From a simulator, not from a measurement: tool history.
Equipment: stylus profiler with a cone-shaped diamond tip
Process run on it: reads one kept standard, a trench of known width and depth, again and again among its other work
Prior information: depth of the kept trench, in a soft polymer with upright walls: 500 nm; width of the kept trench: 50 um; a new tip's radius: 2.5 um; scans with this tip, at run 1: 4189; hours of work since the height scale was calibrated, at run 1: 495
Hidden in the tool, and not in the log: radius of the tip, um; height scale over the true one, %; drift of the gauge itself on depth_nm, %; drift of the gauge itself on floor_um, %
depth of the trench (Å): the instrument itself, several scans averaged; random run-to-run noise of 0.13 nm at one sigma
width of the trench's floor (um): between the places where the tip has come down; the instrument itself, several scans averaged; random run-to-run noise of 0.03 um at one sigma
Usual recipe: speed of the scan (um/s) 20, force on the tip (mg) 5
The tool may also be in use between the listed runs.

run	hour	speed of the scan (um/s)	force on the tip (mg)	scans with this tip	hours of work since the height scale was calibrated	depth of the trench (Å)	width of the trench's floor (um)
1	0	20	5	4189	495	5099.8	46.39
2	21.3	20	5	4281	505	5099.3	46.43
3	37.9	20	5	4353	514	5097.9	46.41
4	51	20	5	4411	521	5100.5	46.37
5	62.7	20	12.68	4461	527	5189	46.45
6	79.3	20	12.68	4533	535	5186.1	46.41
7	89.2	20	12.68	4576	540	5184.7	46.43
8	100.1	20	12.68	4623	546	5187.2	46.46
9	109.5	20	5	4664	551	5097.5	46.34
10	129.1	20	1.69	4749	561	5043.1	46.31
11	149.8	20	1.69	4838	571	5045.7	46.3
12	160	77	1.69	4883	576	5044.4	46.01
13	174.5	77	1.69	4946	584	5046.4	45.98
14	183.7	26	1.69	4986	589	5045.4	46.27
15	197.7	26	1.69	5046	596	5044.8	46.27
16	218.6	26	1.69	5137	606	5046.9	46.24
17	233	26	1.69	5199	614	5046	46.25
18	254.9	26	1.69	5294	625	5044.9	46.31
19	267.5	26	1.69	5348	631	5046.1	46.21
20	286.6	26	1.87	5431	641	5049.8	46.3
21	298.9	26	1.87	5485	648	5047.7	46.24
22	315.7	26	1.87	5557	656	5048.3	46.21
23	333	75	2.8	5632	665	5066.6	46.05
24	344.7	72	1.94	5683	671	5050.2	45.96
25	364.6	51	3.84	5769	681	5080.9	46.14
26	385.6	20	6.85	5861	692	5121.6	46.27
27	395.3	14	5	5903	697	5097.8	46.26
28	415.3	14	5	5989	707	5096.9	46.31
29	435.6	50	12.71	6077	717	5185.8	46.17
30	454.2	50	4.01	6158	727	5084.3	46.12
31	465.8	9	5	6208	733	5097	46.28
32	482.6	25	3.01	6281	742	5068.2	46.21
33	496.7	25	3.01	6342	749	5068.9	46.19
34	516.5	8	7.07	6428	759	5124	46.2
35	537.7	11	9.14	6520	770	5149	46.23
36	550.9	22	6.8	6577	776	5120.7	46.21
37	562.6	22	6.8	6627	782	5119.8	46.2

Some steps in depth of the trench (Å), run to run, broken into two amounts with sign: the step expected even without the hidden condition (settings, incoming material, random variation), and the rest, left for the hidden condition together with whatever gauge scatter is not in both the measured and the hidden-condition-free result:
Run 1 -> 2: no setting touched and nothing written in the log between the runs. depth of the trench (Å) -0.5: hidden state -0.1, all else -0.4.
Run 8 -> 9: force on the tip (mg) 12.68 -> 5. depth of the trench (Å) -89.7: hidden state +0, all else -89.7.
Run 24 -> 25: speed of the scan (um/s) 72 -> 51, force on the tip (mg) 1.94 -> 3.84. depth of the trench (Å) +30.7: hidden state -0.2, all else +30.9.
Run 28 -> 29: speed of the scan (um/s) 14 -> 50, force on the tip (mg) 5 -> 12.71. depth of the trench (Å) +88.9: hidden state -0.2, all else +89.1.
Run 29 -> 30: force on the tip (mg) 12.71 -> 4.01. depth of the trench (Å) -101.5: hidden state +0, all else -101.5.

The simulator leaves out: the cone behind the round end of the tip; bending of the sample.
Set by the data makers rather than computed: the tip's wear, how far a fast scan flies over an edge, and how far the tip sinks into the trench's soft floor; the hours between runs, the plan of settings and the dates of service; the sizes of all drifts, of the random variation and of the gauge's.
